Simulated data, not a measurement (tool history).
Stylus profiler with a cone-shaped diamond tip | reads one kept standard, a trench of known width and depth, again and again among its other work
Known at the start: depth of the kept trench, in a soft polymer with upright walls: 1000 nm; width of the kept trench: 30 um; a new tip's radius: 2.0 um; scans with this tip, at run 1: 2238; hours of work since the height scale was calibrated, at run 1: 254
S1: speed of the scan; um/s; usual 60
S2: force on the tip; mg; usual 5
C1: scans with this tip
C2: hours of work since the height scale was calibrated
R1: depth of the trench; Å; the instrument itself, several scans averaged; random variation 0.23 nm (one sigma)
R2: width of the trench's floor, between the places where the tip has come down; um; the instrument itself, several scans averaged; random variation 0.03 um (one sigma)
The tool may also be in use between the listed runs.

run	hour	S1	S2	C1	C2	R1	R2
1	0	60	5	2238	254	10136.1	26.4
2	41.4	60	5	2419	275	10137.7	26.48
3	73	179	5	2558	290	10138	26.27
4	108.5	179	5	2713	308	10135.7	26.33
5	161	179	5	2943	334	10136	26.24
6	216.9	179	5	3188	362	10135.6	26.26
7	249.2	38	5	3329	378	10133.7	26.5
8	294.6	38	5	3528	401	10140.8	26.48
9	318.4	60	3.12	3632	412	10095	26.42
10	351.2	60	5	3776	429	10135.6	26.41
11	380.1	60	5	3902	443	10135.8	26.45
12	412.6	60	5	4044	459	10136.4	26.45
13	469.3	60	5	4293	487	10138.7	26.46
14	523.4	60	5	4530	514	10136.6	26.46
15	550.3	60	5	4647	528	10137.3	26.45
16	593.1	60	5	4835	549	10137.7	26.41
17	636.1	60	2.65	5023	570	10090.2	26.47
18	679.9	60	2.65	5215	592	10089.1	26.46
19	723.6	60	2.65	5406	614	10088.3	26.48
20	750.3	60	13.89	5523	627	10274.3	26.5
21	790.4	60	3.2	5699	647	10100	26.47
22	823.5	60	3.2	5844	663	10103.3	26.45
23	868.8	60	3.2	6042	686	10102.9	26.45
24	910.8	60	10.81	6226	707	10231.7	26.48
25	945	60	10.81	6376	724	10224.7	26.46
26	999.4	60	10.81	6614	751	10229.4	26.48
27	1041.4	193	1.9	6797	772	10068.1	26.12
28	1097.3	193	1.85	7042	799	10065.7	26.13
29	1131.2	83	10.19	7191	816	10222.4	26.47
30	1183	83	10.19	7418	842	10222.1	26.43
31	1217.9	30	3.94	7570	859	10116.8	26.49
32	1254.9	25	2.88	7732	878	10094.2	26.46
33	1289	60	5.06	7882	895	10138.6	26.49
34	1323.4	22	5.11	8032	912	10138	26.48
35	1354.9	22	5.11	8170	928	10137.3	26.48
36	1407.7	22	5.11	8402	954	10136.2	26.53
37	1458.2	22	5.11	8623	979	10137.7	26.47
38	1489.4	78	2.19	8759	994	10081.7	26.41
39	1527.6	39	5	8927	1013	10137.7	26.5
40	1572	39	5	9121	1035	10133.8	26.43
41	1608.5	91	9.81	9281	1054	10217.1	26.47
42	1636.3	31	5	9402	1067	10135.6	26.53
# hour 1677.2: height scale calibrated on a step standard
43	1693.4	48	2.49	9650	8	10082	26.49
44	1726.9	48	2.49	9797	25	10081.8	26.39
45	1758.6	192	10.01	9936	40	10215.3	26.35
46	1805.4	192	3.17	10141	64	10105.7	26.22

3 ways to go on from here, each from the tool as it stands after run 46. What would each give?
A	1842.3	38	5.46	10302	82	?	?
B	1842.3	60	3.54	10302	82	?	?
C	1842.3	46	3.07	10302	82	?	?

run	R1	R2
A	10145.4	26.5
B	10107.2	26.47
C	10100.7	26.42
Without the tool's hidden state the same runs would have given:
run	R1	R2
A	10145.4	26.51
B	10107.3	26.47
C	10100.7	26.43
